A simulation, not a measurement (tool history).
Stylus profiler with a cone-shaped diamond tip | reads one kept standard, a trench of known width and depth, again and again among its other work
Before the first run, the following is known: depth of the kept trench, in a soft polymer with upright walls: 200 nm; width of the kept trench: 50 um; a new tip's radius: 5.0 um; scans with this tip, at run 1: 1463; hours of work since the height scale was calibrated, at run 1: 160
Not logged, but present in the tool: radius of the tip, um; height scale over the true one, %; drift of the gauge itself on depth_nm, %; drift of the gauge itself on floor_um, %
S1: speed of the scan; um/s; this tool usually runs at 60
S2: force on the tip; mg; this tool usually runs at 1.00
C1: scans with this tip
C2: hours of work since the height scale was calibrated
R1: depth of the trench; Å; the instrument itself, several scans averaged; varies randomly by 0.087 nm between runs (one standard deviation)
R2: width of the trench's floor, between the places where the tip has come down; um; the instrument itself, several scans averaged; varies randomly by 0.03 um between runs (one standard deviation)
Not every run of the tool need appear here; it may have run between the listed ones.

| run | hour | S1 | S2 | C1 | C2 | R1 | R2 |
|---|---|---|---|---|---|---|---|
| 1 | 0.0 | 60 | 1.00 | 1463 | 160 | 2009.6 | 46.73 |
| 2 | 15.4 | 60 | 1.00 | 1537 | 169 | 2007.7 | 46.77 |
| 3 | 25.9 | 60 | 1.00 | 1587 | 174 | 2009.2 | 46.75 |
| 4 | 39.4 | 60 | 1.00 | 1652 | 181 | 2008.8 | 46.78 |
| 5 | 54.8 | 60 | 1.00 | 1726 | 189 | 2009.2 | 46.74 |
| 6 | 70.3 | 60 | 1.00 | 1801 | 197 | 2009.1 | 46.81 |
| 7 | 80.3 | 109 | 0.35 | 1849 | 203 | 2006.1 | 45.98 |
| 8 | 95.5 | 68 | 1.68 | 1922 | 211 | 2012.7 | 46.79 |
| 9 | 107.2 | 68 | 1.68 | 1978 | 217 | 2013.9 | 46.81 |
| 10 | 116.4 | 165 | 0.34 | 2022 | 222 | 2004.2 | 45.41 |
| 11 | 126.7 | 66 | 0.34 | 2072 | 227 | 2006.7 | 46.38 |

Forecast each of these 4 alternatives for the next run:
| A | 137.5 | 46 | 0.47 | 2123 | 233 | ? | ? |
| B | 137.5 | 42 | 2.99 | 2123 | 233 | ? | ? |
| C | 137.5 | 66 | 2.11 | 2123 | 233 | ? | ? |
| D | 137.5 | 33 | 2.28 | 2123 | 233 | ? | ? |

| run | R1 | R2 |
|---|---|---|
| A | 2006.5 | 46.67 |
| B | 2018.0 | 46.92 |
| C | 2013.7 | 46.83 |
| D | 2014.0 | 46.99 |
Without the tool's unlogged condition, the same runs would have read:
| run | R1 | R2 |
|---|---|---|
| A | 2004.3 | 46.79 |
| B | 2015.8 | 47.04 |
| C | 2011.5 | 46.95 |
| D | 2011.8 | 47.11 |
